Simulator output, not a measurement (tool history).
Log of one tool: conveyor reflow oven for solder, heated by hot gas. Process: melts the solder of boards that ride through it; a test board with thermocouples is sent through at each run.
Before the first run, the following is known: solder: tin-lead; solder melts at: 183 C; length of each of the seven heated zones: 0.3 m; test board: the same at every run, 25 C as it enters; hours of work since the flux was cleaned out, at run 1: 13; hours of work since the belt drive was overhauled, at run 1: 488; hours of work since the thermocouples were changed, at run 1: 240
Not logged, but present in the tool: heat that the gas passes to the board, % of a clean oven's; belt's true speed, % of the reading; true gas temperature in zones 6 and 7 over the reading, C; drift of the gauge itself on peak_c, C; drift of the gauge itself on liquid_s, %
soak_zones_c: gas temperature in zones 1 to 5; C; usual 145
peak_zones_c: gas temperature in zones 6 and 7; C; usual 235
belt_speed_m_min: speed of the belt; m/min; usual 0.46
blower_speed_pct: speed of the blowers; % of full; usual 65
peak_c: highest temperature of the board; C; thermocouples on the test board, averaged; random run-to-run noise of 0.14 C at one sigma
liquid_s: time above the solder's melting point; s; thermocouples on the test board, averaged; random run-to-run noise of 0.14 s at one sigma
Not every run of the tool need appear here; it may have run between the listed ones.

| run | hour | soak_zones_c | peak_zones_c | belt_speed_m_min | blower_speed_pct | hours of work since the flux was cleaned out | hours of work since the belt drive was overhauled | hours of work since the thermocouples were changed | peak_c | liquid_s |
|---|---|---|---|---|---|---|---|---|---|---|
| 1 | 0 | 145 | 235 | 0.46 | 65 | 13 | 488 | 240 | 219.5 | 63.3 |
| 2 | 7.9 | 145 | 235 | 0.46 | 65 | 18 | 494 | 246 | 219.3 | 62.8 |
| 3 | 17.8 | 145 | 235 | 0.46 | 65 | 25 | 501 | 253 | 219.5 | 63 |
| 4 | 27.7 | 145 | 235 | 0.46 | 65 | 33 | 508 | 260 | 219.6 | 63 |
| 5 | 33.5 | 145 | 235 | 0.44 | 65 | 37 | 512 | 264 | 220.6 | 67 |
| 6 | 46.7 | 145 | 250 | 0.46 | 65 | 46 | 522 | 274 | 232.1 | 70.9 |
| 7 | 55.2 | 145 | 235 | 0.46 | 54 | 53 | 528 | 280 | 215.9 | 59.6 |
| 8 | 63.1 | 145 | 235 | 0.46 | 54 | 58 | 534 | 286 | 215.7 | 59.5 |
| 9 | 73.9 | 131 | 226 | 0.46 | 65 | 66 | 542 | 294 | 209.2 | 49.1 |
|  | 79 | belt drive overhauled, speed set with a stopwatch |
| 10 | 84.2 | 131 | 226 | 0.46 | 65 | 71 | 4 | 298 | 209.2 | 49.2 |
| 11 | 93 | 131 | 226 | 0.46 | 65 | 77 | 10 | 305 | 209 | 49 |
| 12 | 101 | 145 | 227 | 0.46 | 72 | 83 | 16 | 310 | 214.2 | 59.6 |
|  | 116.9 | belt drive overhauled, speed set with a stopwatch, once more |
| 13 | 117.1 | 148 | 227 | 0.46 | 88 | 92 | 0 | 319 | 217.4 | 63.5 |
| 14 | 127.4 | 143 | 235 | 0.454 | 65 | 99 | 8 | 326 | 219.2 | 62.4 |
| 15 | 140.8 | 143 | 235 | 0.454 | 65 | 109 | 17 | 336 | 219.2 | 62.5 |

Branching from run 15: 5 alternative next runs. What would each branch give?
| A | 152.7 | 135 | 235 | 0.493 | 65 | 117 | 26 | 345 | ? | ? |
| B | 152.7 | 143 | 245 | 0.437 | 82 | 117 | 26 | 345 | ? | ? |
| C | 152.7 | 138 | 235 | 0.46 | 65 | 117 | 26 | 345 | ? | ? |
| D | 152.7 | 153 | 235 | 0.454 | 65 | 117 | 26 | 345 | ? | ? |
| E | 152.7 | 151 | 225 | 0.53 | 65 | 117 | 26 | 345 | ? | ? |

| run | peak_c | liquid_s |
|---|---|---|
| A | 214.9 | 50.8 |
| B | 232.9 | 74 |
| C | 217.8 | 58.6 |
| D | 220.9 | 67.9 |
| E | 207.6 | 47 |
Without the tool's unlogged condition, the same runs would have read:
| run | peak_c | liquid_s |
|---|---|---|
| A | 214.7 | 50.7 |
| B | 232.5 | 73.8 |
| C | 217.5 | 58.5 |
| D | 220.5 | 67.7 |
| E | 207.4 | 46.9 |
